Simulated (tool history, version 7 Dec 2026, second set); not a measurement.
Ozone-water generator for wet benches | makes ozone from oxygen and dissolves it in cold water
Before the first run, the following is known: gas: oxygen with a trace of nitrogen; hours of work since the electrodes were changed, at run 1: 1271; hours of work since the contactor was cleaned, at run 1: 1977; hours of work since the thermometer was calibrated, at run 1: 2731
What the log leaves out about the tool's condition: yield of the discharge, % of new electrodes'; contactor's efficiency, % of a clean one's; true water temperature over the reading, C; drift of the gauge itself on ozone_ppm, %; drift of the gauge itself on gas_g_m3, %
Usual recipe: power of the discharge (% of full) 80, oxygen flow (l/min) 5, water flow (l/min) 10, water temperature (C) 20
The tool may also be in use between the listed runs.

run,hour,power of the discharge (% of full),oxygen flow (l/min),water flow (l/min),water temperature (C),hours of work since the electrodes were changed,hours of work since the contactor was cleaned,hours of work since the thermometer was calibrated,dissolved ozone (ppm),ozone in the gas ahead of the water (g/m3)
1,0,80,5,10,20,1271,1977,2731,26.9,178.2
2,88.6,80,5,10,20,1328,2034,2788,26.9,179.1
3,247.1,46,5,10,20,1430,2136,2890,18.3,120.7
4,348.3,80,5,10,20,1495,2201,2955,26.9,179.1
5,540.5,46,5,10,20,1619,2325,3079,17.9,120.8
6,740.4,46,5,10,20,1747,2453,3208,18.2,122.6
7,841.9,46,5,10,20,1812,2519,3273,18.2,121.2
8,943.6,80,5,10,20,1878,2584,3338,26.7,177.8
9,1105.1,80,5,10,20,1982,2688,3442,26.4,177.5
10,1230.7,80,5,10,12,2063,2769,3523,30.8,177.6
11,1393.7,80,5,10,12,2168,2874,3628,30.9,177
12,1581.5,80,3.73,10,20,2288,2995,3749,26.6,202.6
13,1728,80,3.73,10,20,2383,3089,3843,26.4,201
14,1904.8,80,6.45,10,20,2496,3203,3957,25.3,157.4
15,1999,80,6.45,10,20,2557,3263,4018,25.7,155
16,2166,80,6.45,10,28,2665,3371,4125,21.1,155.3
17,2264.9,80,6.45,10,28,2728,3434,4189,21.2,155.7
18,2466.1,45,4.19,6,20,2858,3564,4318,24.3,128.3
19,2636.3,45,4.19,11,20,2967,3674,4428,16.3,128.5
20,2731.8,45,4.19,11,20,3029,3735,4489,16.3,127.8
21,2936.6,80,5,11,23,3161,3867,4621,22.4,172.3
22,3044.1,80,5,11,23,3230,3936,4690,22.5,174.2
23,3246.3,57,8.02,8,23,3360,4066,4820,20.2,110.9
24,3418.8,47,5,10,22,3471,4177,4931,17.1,119.9
25,3603.2,70,2.53,10,20,3589,4296,5050,23.4,214.8
26,3711.3,72,3.51,7,24,3659,4365,5120,28.2,187.8
27,3813.4,53,3.51,8,24,3725,4431,5185,21.1,153.3
# hour 3928.8: water thermometer calibrated
28,3944.8,53,3.51,8,24,3809,4515,10,21,152.4
29,4030.2,53,6.63,9,24,3864,4570,65,18,114.5
30,4137.2,76,5,10,20,3933,4639,134,24.3,163.6
31,4342.4,86,8.73,10,22,4065,4771,266,23.1,139.4
32,4539.4,82,8.02,13,12,4192,4898,393,23.6,140.9

5 options for the next run, each taken on its own from the tool as it stands now. Forecast them:
A,4684.9,61,2.62,13,20,4285,4992,487,?,?
B,4684.9,80,6.46,10,28,4285,4992,487,?,?
C,4684.9,55,8.02,13,16,4285,4992,487,?,?
D,4684.9,80,3.24,6,20,4285,4992,487,?,?
E,4684.9,79,5,10,20,4285,4992,487,?,?

run,dissolved ozone (ppm),ozone in the gas ahead of the water (g/m3)
A,16.2,188.4
B,20.1,151.4
C,16.8,107.1
D,35.7,206.3
E,24.4,166.4
With no hidden state in the tool, these same runs would have given:
run,dissolved ozone (ppm),ozone in the gas ahead of the water (g/m3)
A,18.2,203
B,22.7,165.7
C,18.8,114.7
D,39.8,225.7
E,27.6,181.9
